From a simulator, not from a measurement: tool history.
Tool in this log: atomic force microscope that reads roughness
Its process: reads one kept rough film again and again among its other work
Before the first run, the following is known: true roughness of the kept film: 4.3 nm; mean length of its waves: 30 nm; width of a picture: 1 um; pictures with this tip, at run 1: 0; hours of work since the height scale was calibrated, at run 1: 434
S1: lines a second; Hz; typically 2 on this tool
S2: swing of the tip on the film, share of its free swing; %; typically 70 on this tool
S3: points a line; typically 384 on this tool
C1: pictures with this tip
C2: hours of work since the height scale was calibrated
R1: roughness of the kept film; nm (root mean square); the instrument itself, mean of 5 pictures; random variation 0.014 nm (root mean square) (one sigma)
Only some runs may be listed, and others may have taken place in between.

run	hour	S1	S2	S3	C1	C2	R1
1	0	2	70	384	0	434	3.341
2	64.6	2	70	384	100	465	2.88
3	110.1	2	70	384	170	486	2.661
# hour 138.2: new tip fitted
4	145.1	2	70	384	11	502	3.309
5	201.9	2	70	384	98	529	2.841
6	241.4	2	70	384	159	548	2.629
# hour 273.7: new tip fitted
7	296.9	2	70	384	36	573	3.141
8	328.7	2	70	384	85	588	2.891
9	378	2	70	384	161	611	2.618
# hour 410: new tip fitted
10	413	2	70	384	5	628	3.31
11	449.5	2	70	384	61	645	3.062
12	487.5	2	70	384	119	663	2.777
13	537.7	2	70	384	197	686	2.525
# hour 547.8: new tip fitted
14	587.5	2	70	727	61	709	3.002
15	620	2	70	727	111	725	2.816
16	652.1	3.62	62	629	160	740	2.607
# hour 687.4: new tip fitted
17	701.7	3.62	62	629	22	763	3.19
18	735.2	2	75	441	73	778	2.864
19	800	3.58	60	384	173	809	2.578
# hour 823.3: new tip fitted
20	868.2	3.58	60	384	69	841	3.012
21	917.1	3.58	60	384	145	864	2.681
# hour 960.6: new tip fitted
22	973.4	3.58	60	358	20	890	3.231
23	1019.7	3.58	60	358	91	912	2.905
24	1050.1	1.33	63	279	137	926	2.857
25	1089.2	1.33	63	279	198	944	2.648
# hour 1098.3: new tip fitted
26	1131.6	2.61	56	384	51	964	3.238

Forecast run 27:
27	1189.9	2.61	56	384	141	991	?

For run 27 the tool returned R1 2.89 nm (root mean square).
With the hidden condition absent and the run-to-run variation left alone, this run would have shown R1 3.573 nm (root mean square).
